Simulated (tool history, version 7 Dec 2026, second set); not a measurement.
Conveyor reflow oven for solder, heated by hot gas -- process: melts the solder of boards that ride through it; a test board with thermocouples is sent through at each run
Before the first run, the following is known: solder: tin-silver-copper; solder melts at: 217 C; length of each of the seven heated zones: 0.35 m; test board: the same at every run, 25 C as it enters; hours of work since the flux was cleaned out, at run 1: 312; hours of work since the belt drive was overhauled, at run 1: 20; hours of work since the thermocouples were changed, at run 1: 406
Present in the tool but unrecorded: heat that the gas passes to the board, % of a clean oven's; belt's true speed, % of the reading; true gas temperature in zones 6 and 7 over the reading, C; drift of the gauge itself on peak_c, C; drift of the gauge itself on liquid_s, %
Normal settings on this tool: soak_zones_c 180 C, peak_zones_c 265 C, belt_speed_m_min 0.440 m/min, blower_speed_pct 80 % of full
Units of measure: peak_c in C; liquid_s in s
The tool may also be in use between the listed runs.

run   hour  soak_zones_c  peak_zones_c  belt_speed_m_min  blower_speed_pct  hours of work since the flux was cleaned out  hours of work since the belt drive was overhauled  hours of work since the thermocouples were changed  peak_c  liquid_s
  1    0.0           180           265             0.440                80                                           312                                                 20                                                 406   249.9      71.4
  2    6.6           180           265             0.440                80                                           317                                                 25                                                 412   249.5      71.8
  3   16.4           180           265             0.440                80                                           325                                                 33                                                 420   249.5      71.5
  4   26.7           180           265             0.440                80                                           333                                                 41                                                 428   249.4      71.6
  5   33.3           180           255             0.440                80                                           338                                                 46                                                 433   241.2      62.1
  6   44.7           180           255             0.413                80                                           347                                                 55                                                 442   242.7      69.5
  7   49.7           180           255             0.413                80                                           351                                                 59                                                 446   242.9      69.0
  8   57.6           180           265             0.440                80                                           358                                                 66                                                 452   249.5      70.7
  9   62.8           180           265             0.440                80                                           362                                                 70                                                 457   249.4      71.0
 10   71.0           180           272             0.440                80                                           368                                                 76                                                 463   254.9      76.6
 11   81.3           180           272             0.440                80                                           377                                                 84                                                 471   255.6      76.6
 12   87.0           189           272             0.440                80                                           381                                                 89                                                 476   256.7      82.4
 13   93.5           180           265             0.522                80                                           386                                                 94                                                 481   242.7      51.9
 14  104.2           180           265             0.522                80                                           395                                                103                                                 490   243.3      51.6
 15  109.3           170           265             0.440                80                                           399                                                107                                                 494   247.7      63.4
 16  118.5           190           271             0.440                80                                           406                                                114                                                 501   256.1      82.2
     125.5  -- flux residue cleaned out of gas plates and filters
 17  131.8           186           265             0.440                89                                             5                                                121                                                 508   255.4      81.5
 18  139.2           186           265             0.440                89                                            11                                                127                                                 514   255.5      81.2
 19  146.8           194           263             0.367                88                                            17                                                133                                                 520   258.1     106.2
 20  153.9           194           263             0.367                88                                            23                                                138                                                 525   258.0     105.6
 21  159.0           194           263             0.367                88                                            27                                                143                                                 529   257.4     106.4
 22  168.1           182           263             0.374                51                                            34                                                150                                                 537   250.0      85.9
 23  178.5           182           263             0.367                57                                            42                                                158                                                 545   251.6      90.8

What if the next run were any one of these 3? Each begins from the tool's condition after run 23:
  A  184.7           180           265             0.466                80                                            47                                                163                                                 550       ?         ?
  B  184.7           180           262             0.398                72                                            47                                                163                                                 550       ?         ?
  C  184.7           186           265             0.388                80                                            47                                                163                                                 550       ?         ?

run  peak_c  liquid_s
  A   251.0      69.5
  B   251.6      82.8
  C   256.9      93.5
Stripped of hidden state, with their random variation kept, the same runs would have yielded:
run  peak_c  liquid_s
  A   249.8      68.1
  B   250.3      81.2
  C   255.5      91.9
